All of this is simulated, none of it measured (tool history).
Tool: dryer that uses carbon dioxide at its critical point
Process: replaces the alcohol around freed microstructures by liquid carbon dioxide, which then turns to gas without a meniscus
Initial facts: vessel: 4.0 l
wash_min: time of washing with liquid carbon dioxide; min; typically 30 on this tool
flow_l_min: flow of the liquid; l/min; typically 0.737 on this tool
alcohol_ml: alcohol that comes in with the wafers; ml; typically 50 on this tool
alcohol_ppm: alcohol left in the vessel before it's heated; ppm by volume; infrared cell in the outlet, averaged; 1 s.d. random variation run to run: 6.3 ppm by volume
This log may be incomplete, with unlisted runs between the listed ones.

run    day  wash_min  flow_l_min  alcohol_ml  alcohol_ppm
  1      0        30       0.737          50          364
  2  0.362        30       0.737          50          357
  3  0.583        30       0.908          50          154
  4  0.812        30       0.908          50          159
  5  1.171        30       0.908          50          149
  6  1.462        30       0.737          48          359
  7  1.917        30       0.568          48          825
  8  2.329        30       0.737         100          763
  9  2.708        30       0.737         100          742
 10  3.071        18       0.737         115         3480
 11  3.283        18       0.737         115         3602
 12  3.525        32       1.092          36           41

Hidden state or all else? Some run-to-run changes of alcohol_ppm, split into what the settings, what came in and random variation would give without the hidden state, and what is left for the hidden state (with any gauge scatter that isn't in both results):
What the log doesn't record here: flow that reaches the vessel past the clogged filter, %; alcohol in the recycled carbon dioxide, ppm; drift of the gauge itself on alcohol_ppm, %.
Run 11 -> 12: wash_min 18 -> 32, flow_l_min 0.737 -> 1.092, alcohol_ml 115 -> 36. alcohol_ppm -3561 ppm by volume: hidden state -748, all else -2813.

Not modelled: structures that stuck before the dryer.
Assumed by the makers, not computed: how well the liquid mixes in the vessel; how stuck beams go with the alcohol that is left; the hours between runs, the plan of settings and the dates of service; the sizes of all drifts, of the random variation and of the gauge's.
